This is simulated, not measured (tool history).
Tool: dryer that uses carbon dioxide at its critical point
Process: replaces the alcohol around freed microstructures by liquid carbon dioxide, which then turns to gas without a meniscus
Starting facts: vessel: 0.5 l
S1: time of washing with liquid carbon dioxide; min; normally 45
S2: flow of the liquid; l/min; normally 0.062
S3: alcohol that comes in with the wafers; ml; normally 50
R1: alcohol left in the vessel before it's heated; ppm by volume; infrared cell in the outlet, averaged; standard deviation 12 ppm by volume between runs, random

run	hour	S1	S2	S3	R1
1	0	45	0.062	50	982
2	33.6	45	0.062	50	1035
3	88.5	55	0.062	50	532
4	123.5	55	0.062	50	572
5	171.8	55	0.062	50	627
6	201.4	45	0.062	50	1420
7	263.6	45	0.062	50	1575
8	312.5	54	0.0711	50	515
# hour 323: inlet filter changed
9	371.5	31	0.0684	84	4636
10	431.3	37	0.0467	103	10970
11	484.7	37	0.0467	103	12098
# hour 526.4: purifier's bed changed
12	539.9	37	0.0467	103	12582
13	598.3	37	0.0467	103	13021

Forecast each of these 3 alternatives for the next run:
A	640.5	45	0.0517	50	?
B	640.5	48	0.0659	42	?
C	640.5	43	0.1037	69	?

run	R1
A	2699
B	626
C	170
Stripped of hidden state, with their random variation kept, the same runs would have yielded:
run	R1
A	1665
B	320
C	62
